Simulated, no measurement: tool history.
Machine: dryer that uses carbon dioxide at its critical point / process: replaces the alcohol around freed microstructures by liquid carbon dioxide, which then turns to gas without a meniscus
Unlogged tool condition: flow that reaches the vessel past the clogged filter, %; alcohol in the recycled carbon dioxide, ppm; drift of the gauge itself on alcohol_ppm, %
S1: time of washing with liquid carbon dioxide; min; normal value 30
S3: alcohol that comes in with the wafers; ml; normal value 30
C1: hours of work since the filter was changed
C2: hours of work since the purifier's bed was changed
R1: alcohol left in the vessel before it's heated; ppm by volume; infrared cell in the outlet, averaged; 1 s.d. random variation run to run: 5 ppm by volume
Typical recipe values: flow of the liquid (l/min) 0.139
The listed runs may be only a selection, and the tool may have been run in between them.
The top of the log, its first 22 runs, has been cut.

Run 23, hour 732: usual settings but S1 45 min, flow of the liquid (l/min) 0.161, S3 99 ml; C1 127; C2 489. Result: R1 150 ppm by volume.
Run 24, hour 765.6: usual settings but S1 37 min, S3 36 ml; C1 147; C2 509. Result: R1 168 ppm by volume.
Run 25, hour 787.3: usual settings but S1 26 min; C1 160; C2 523. Result: R1 251 ppm by volume.
Run 26, hour 806.8: usual settings but S1 26 min; C1 172; C2 534. Result: R1 254 ppm by volume.
Run 27, hour 847.7: usual settings but S1 26 min; C1 197; C2 559. Result: R1 263 ppm by volume.
Run 28, hour 870.7: usual settings but flow of the liquid (l/min) 0.098, S3 107 ml; C1 210; C2 573. Result: R1 1629 ppm by volume.
Run 29, hour 903.8: usual settings but S1 35 min, S3 27 ml; C1 230; C2 593. Result: R1 193 ppm by volume.
Run 30, hour 923.3: usual settings but S1 40 min, S3 120 ml; C1 242; C2 605. Result: R1 199 ppm by volume.
Run 31, hour 962.6: usual settings but S1 40 min, S3 120 ml; C1 266; C2 629. Result: R1 204 ppm by volume.
Run 32, hour 1006: usual settings but S1 38 min, flow of the liquid (l/min) 0.153; C1 292; C2 655. Result: R1 203 ppm by volume.
Run 33, hour 1034.7: usual settings but S1 31 min, flow of the liquid (l/min) 0.113, S3 40 ml; C1 310; C2 672. Result: R1 424 ppm by volume.
Run 34, hour 1053.4: usual settings but S1 19 min, flow of the liquid (l/min) 0.136, S3 25 ml; C1 321; C2 684. Result: R1 848 ppm by volume.
Run 35, hour 1074.1: usual settings but S1 19 min, flow of the liquid (l/min) 0.136, S3 25 ml; C1 334; C2 696. Result: R1 835 ppm by volume.
Run 36, hour 1117.5: usual settings but S1 19 min, flow of the liquid (l/min) 0.111, S3 61 ml; C1 360; C2 722. Result: R1 4021 ppm by volume.
Run 37, hour 1148.8: usual settings but S1 25 min, flow of the liquid (l/min) 0.205, S3 26 ml; C1 379; C2 741. Result: R1 230 ppm by volume.
Run 38, hour 1187.8: usual settings but S1 31 min, flow of the liquid (l/min) 0.195, S3 84 ml; C1 402; C2 765. Result: R1 234 ppm by volume.
Run 39, hour 1209.6: usual settings but S1 19 min, flow of the liquid (l/min) 0.108, S3 93 ml; C1 416; C2 778. Result: R1 6994 ppm by volume.
At hour 1227.8: purifier's bed changed.
Run 40, hour 1233.2: usual settings but S1 19 min, flow of the liquid (l/min) 0.107, S3 93 ml; C1 428; C2 3. Result: R1 7099 ppm by volume.
Run 41, hour 1272.9: usual settings but S1 24 min, flow of the liquid (l/min) 0.107, S3 86 ml; C1 452; C2 27. Result: R1 2811 ppm by volume.
Run 42, hour 1297.4: usual settings but flow of the liquid (l/min) 0.127, S3 55 ml; C1 467; C2 42. Result: R1 240 ppm by volume.

4 options for the next run, each taken on its own from the tool as it stands now. Forecast them:
At hour 1302.7: inlet filter changed.
Run A, hour 1333.6: usual settings but S1 28 min, flow of the liquid (l/min) 0.128, S3 32 ml; C1 19; C2 63. Result: R1 ?.
At hour 1302.7: inlet filter changed.
Run B, hour 1333.6: usual settings but S1 21 min, flow of the liquid (l/min) 0.127, S3 55 ml; C1 19; C2 63. Result: R1 ?.
At hour 1302.7: inlet filter changed.
Run C, hour 1333.6: usual settings but S3 101 ml; C1 19; C2 63. Result: R1 ?.
At hour 1302.7: inlet filter changed.
Run D, hour 1333.6: usual settings but S1 19 min, flow of the liquid (l/min) 0.092, S3 55 ml; C1 19; C2 63. Result: R1 ?.

run    R1
  A   111
  B   866
  C   110
  D  4879
Without the tool's unlogged condition, the same runs would have read:
run    R1
  A    87
  B   813
  C    85
  D  4736
